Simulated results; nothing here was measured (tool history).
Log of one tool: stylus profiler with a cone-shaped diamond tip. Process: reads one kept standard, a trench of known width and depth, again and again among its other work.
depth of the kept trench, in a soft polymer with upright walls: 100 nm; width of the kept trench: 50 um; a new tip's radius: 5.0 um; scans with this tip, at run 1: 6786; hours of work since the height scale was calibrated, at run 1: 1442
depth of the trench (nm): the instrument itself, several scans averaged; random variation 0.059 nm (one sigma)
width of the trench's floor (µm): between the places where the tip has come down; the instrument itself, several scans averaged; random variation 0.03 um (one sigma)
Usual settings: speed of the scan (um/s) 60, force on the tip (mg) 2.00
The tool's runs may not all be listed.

run	hour	speed of the scan (um/s)	force on the tip (mg)	scans with this tip	hours of work since the height scale was calibrated	depth of the trench (nm)	width of the trench's floor (µm)
1	0.0	60	2.00	6786	1442	101.61	47.21
2	21.8	60	2.00	6838	1453	101.65	47.21
3	48.5	60	1.24	6900	1466	101.16	47.19
4	66.5	101	1.24	6943	1475	101.24	47.01
5	107.0	101	1.24	7038	1495	101.30	47.00
6	144.9	101	1.24	7127	1514	101.26	46.94
7	166.7	101	1.24	7178	1525	101.38	46.97
8	192.4	60	3.51	7239	1538	102.25	47.22
9	214.6	60	3.51	7291	1549	102.09	47.22
10	249.4	60	3.51	7373	1566	102.13	47.24
11	280.7	60	2.00	7446	1582	101.67	47.18
12	310.0	60	2.00	7515	1596	101.76	47.20
13	336.4	60	2.00	7577	1610	101.70	47.17
14	353.4	60	2.00	7617	1618	101.60	47.18
15	380.6	60	2.00	7681	1632	101.70	47.18
16	407.9	60	2.00	7745	1645	101.72	47.14
17	424.6	60	2.00	7784	1654	101.65	47.21
18	458.9	60	2.00	7865	1671	101.62	47.17
19	479.1	60	0.84	7912	1681	101.24	47.04
20	496.0	60	2.00	7952	1689	101.67	47.18
21	534.1	60	2.00	8042	1708	101.60	47.11
22	554.1	182	2.00	8089	1718	101.62	46.73
# hour 565.6: new tip fitted, height scale calibrated
23	588.8	26	2.00	54	12	101.23	47.91
24	607.5	26	2.00	98	21	101.23	47.87
25	634.2	16	0.81	161	34	100.73	47.91
26	664.8	26	2.64	233	50	101.45	47.90
27	687.5	135	0.77	286	61	100.67	47.24
28	716.9	135	0.77	355	76	100.76	47.30
29	735.9	25	0.90	400	85	100.66	47.88
30	752.7	34	3.41	440	93	101.71	47.86
31	784.9	17	1.77	515	109	101.17	47.90
32	810.3	60	2.06	575	122	101.20	47.71
33	833.2	24	2.06	629	134	101.18	47.83
34	870.6	32	1.65	717	152	101.01	47.87
35	887.8	41	4.72	757	161	102.19	47.78
36	917.5	41	4.72	827	176	102.14	47.85
37	945.8	163	1.25	893	190	100.87	47.21
38	973.9	204	1.40	959	204	100.90	47.07
39	991.1	58	5.29	1000	212	102.37	47.70
40	1012.3	58	5.29	1050	223	102.42	47.81
41	1050.8	58	5.29	1140	242	102.44	47.75
42	1081.2	53	0.83	1211	257	100.75	47.56
43	1102.4	122	0.97	1261	268	100.85	47.29
44	1135.7	122	0.97	1340	285	100.85	47.26
45	1160.6	122	0.97	1398	297	100.75	47.28
46	1198.2	39	2.00	1487	316	101.29	47.72
47	1225.1	45	0.85	1550	329	100.71	47.63

Hidden state or all else? Some run-to-run changes of depth of the trench (nm), split into what the settings, what came in and random variation would give without the hidden state, and what is left for the hidden state (with any gauge scatter that isn't in both results):
The hidden state here: radius of the tip, um; height scale over the true one, %; drift of the gauge itself on depth_nm, %; drift of the gauge itself on floor_um, %.
Run 20 -> 21: no setting changed, nothing entered. depth of the trench (nm) -0.07: hidden state +0.02, all else -0.09.
Run 22 -> 23: speed of the scan (um/s) 182 -> 26, new tip fitted, height scale calibrated. depth of the trench (nm) -0.39: hidden state -0.48, all else +0.09.
Run 27 -> 28: no setting changed, nothing entered. depth of the trench (nm) +0.09: hidden state +0.02, all else +0.07.
Run 36 -> 37: speed of the scan (um/s) 41 -> 163, force on the tip (mg) 4.72 -> 1.25. depth of the trench (nm) -1.27: hidden state +0.00, all else -1.27.
Run 38 -> 39: speed of the scan (um/s) 204 -> 58, force on the tip (mg) 1.40 -> 5.29. depth of the trench (nm) +1.47: hidden state +0.01, all else +1.46.
Run 41 -> 42: speed of the scan (um/s) 58 -> 53, force on the tip (mg) 5.29 -> 0.83. depth of the trench (nm) -1.69: hidden state +0.00, all else -1.69.

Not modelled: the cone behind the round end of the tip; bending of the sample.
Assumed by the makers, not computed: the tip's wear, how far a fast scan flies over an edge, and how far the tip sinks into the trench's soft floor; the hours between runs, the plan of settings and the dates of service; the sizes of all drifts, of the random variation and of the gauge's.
